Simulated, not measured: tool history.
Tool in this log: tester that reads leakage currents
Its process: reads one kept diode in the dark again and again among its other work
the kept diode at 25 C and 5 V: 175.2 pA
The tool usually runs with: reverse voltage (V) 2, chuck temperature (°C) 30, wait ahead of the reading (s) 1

run    hour  reverse voltage (V)  chuck temperature (°C)  wait ahead of the reading (s)  current that the tester gives (pA)
  1       0                    2                      30                              1                              188.74
  2    98.8                    2                      30                              1                              189.15
  3   262.5                    2                      30                              1                                 186
  4   413.2                10.91                      30                              1                              363.68
  5   573.1                10.91                      30                              1                              359.77
  6   673.3                    2                      30                              1                              181.26
  7   796.3                    2                      30                           0.68                              180.84
  8   887.1                 3.55                      30                           0.68                              226.55
  9  1007.4                 3.55                      30                           0.68                              224.74
 10  1172.9                    2                      30                              1                              176.36
 11  1252.7                    2                      30                              1                              175.51
 12  1358.8                    2                      30                              1                               174.1
 13    1482                    2                      30                              1                              174.27
 14    1637                    2                      30                              1                              173.08
     1728.9  -- tester calibrated
 15  1732.1                    2                      30                           1.74                              172.43
 16  1856.8                    2                      30                           1.74                              171.41
 17  1945.9                    2                      30                           1.14                              170.44
 18  2106.8                    2                      30                           1.14                              169.27
 19  2210.6                    2                      30                              1                               167.8
 20  2310.3                    2                      30                              1                              167.93
 21  2467.3                    2                      30                              1                              165.78
 22  2597.6                 2.58                      30                           2.87                              182.14
 23    2695                 9.63                      34                              1                              435.78
 24  2764.3                    2                      23                              1                                86.8
 25  2860.6                    2                      34                           2.47                              230.02
     2944.6  -- chuck's temperature calibrated
 26  2967.8                 9.24                      34                           0.58                              495.56
 27  3112.7                 9.24                      34                           0.58                              489.58
 28  3227.4                 2.48                      49                           2.02                              981.22
 29  3298.9                15.27                      48                           1.09                              1866.6
 30  3432.4                11.35                      25                              1                              238.98
 31  3561.9                    2                      21                           0.33                               83.06
 32  3710.2                11.99                      57                           8.63                             3281.51
 33  3875.8                11.99                      57                           8.63                              3294.2
 34  3977.2                    2                      56                            2.3                             1495.14
 35  4076.9                13.78                      26                           1.21                              272.32
 36  4212.6                17.51                      47                           1.21                             1731.56
 37  4309.1                  1.2                      46                           0.44                              555.03
 38  4466.4                 1.66                      49                           0.44                              795.23
 39  4626.5                 1.23                      30                              1                               142.5
 40  4724.5                    2                      41                              1                              443.95
 41  4846.7                    2                      41                              1                              438.53

Here are 3 independent what-if runs from the current tool condition. What would each one return?
  A  4985.4                    2                      20                              1                                   ?
  B  4985.4                 1.12                      30                           5.47                                   ?
  C  4985.4                  1.3                      41                              1                                   ?

run  current that the tester gives (pA)
  A                               68.05
  B                              134.49
  C                               367.8
The same runs, with their run-to-run variation unchanged, on a tool lacking any hidden condition would have given:
run  current that the tester gives (pA)
  A                               77.18
  B                              152.36
  C                              413.65
